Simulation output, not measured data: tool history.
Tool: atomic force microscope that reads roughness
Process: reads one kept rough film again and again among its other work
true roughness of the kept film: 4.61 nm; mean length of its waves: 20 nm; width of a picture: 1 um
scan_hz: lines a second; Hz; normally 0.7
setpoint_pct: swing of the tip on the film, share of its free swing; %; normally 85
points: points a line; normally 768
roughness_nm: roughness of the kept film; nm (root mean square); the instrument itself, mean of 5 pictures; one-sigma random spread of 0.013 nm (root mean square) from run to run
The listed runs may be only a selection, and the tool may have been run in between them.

run   hour  scan_hz  setpoint_pct  points  roughness_nm
  1      0      0.7            85     768         2.372
  2    5.3      0.7            85     768         2.304
  3   10.1      0.7            85     768         2.209
  4   19.3      0.7            85     768         2.096
  5   23.4      0.7            85     768         2.021
  6   30.9      0.7            85     768         1.941
  7   38.1      0.7            57     768         1.993
      42.6  -- new tip fitted
  8   45.6      0.7            57     768         3.265
  9   52.4      0.7            58     768         3.038
 10   61.1      0.7            85     768         2.599
 11     70      0.7            85     768         2.439
 12   77.5      0.7            85     768         2.278
 13   84.2      0.7            85     768         2.167
 14     88      0.7            85     768         2.131
 15     93      0.7            85     768         2.062
 16   98.7      0.7            85     768         1.964
 17  107.2      0.7            85     768         1.879
 18  114.1      0.7            84     768         1.805
     120.5  -- new tip fitted
 19  120.5      0.7            85     768         3.099
 20  124.8      0.7            85     768          2.99
 21    129      0.7            85     768         2.852
 22  133.4      0.7            85     768         2.737
 23  141.4      0.7            85     768          2.55
 24    147    0.576            59     794         2.648
 25  151.8    0.877            69     312         2.393
 26  155.8    1.778            74     312         2.144
 27  160.5    1.032            74     478         2.227
 28  167.4    1.032            74     478         2.093
       169  -- height scale calibrated on a step standard
 29  172.3    0.503            61     344         2.162
 30  179.9    0.503            61     344         2.047
 31  183.9    1.235            65     308         1.907
     191.7  -- height scale calibrated on a step standard, once more
 32  191.7    1.991            65     308         1.767
 33  196.4    0.702            69     540         1.835
     200.2  -- new tip fitted
 34  201.7    1.923            85     682         2.658
 35    211    3.218            67     682         2.649
 36  217.7    1.132            58     682         2.817
 37    222    2.435            59     768          2.62
 38  227.2    3.401            84     943         1.853
 39  235.3    3.154            64     329         2.164
 40  241.9    3.154            64     329         2.064
 41  251.3    3.154            64     329         1.939
 42  258.4    1.094            73     329         1.957
 43  264.9    0.685            78     263         1.867
 44  270.9    0.685            78     263         1.814
 45  274.9      0.7            63     768         1.889

Forecast each of these 4 alternatives for the next run:
     278.2  -- new tip fitted
  A  283.2    2.244            85     550             ?
     278.2  -- new tip fitted
  B  283.2      0.7            85     470             ?
     278.2  -- new tip fitted
  C  283.2      0.7            61     768             ?
     278.2  -- new tip fitted
  D  283.2      0.7            79     609             ?

run  roughness_nm
  A         2.482
  B         2.991
  C         3.207
  D          3.05
What these runs would have given with no unlogged condition in the tool:
run  roughness_nm
  A         2.627
  B         3.166
  C         3.394
  D         3.229
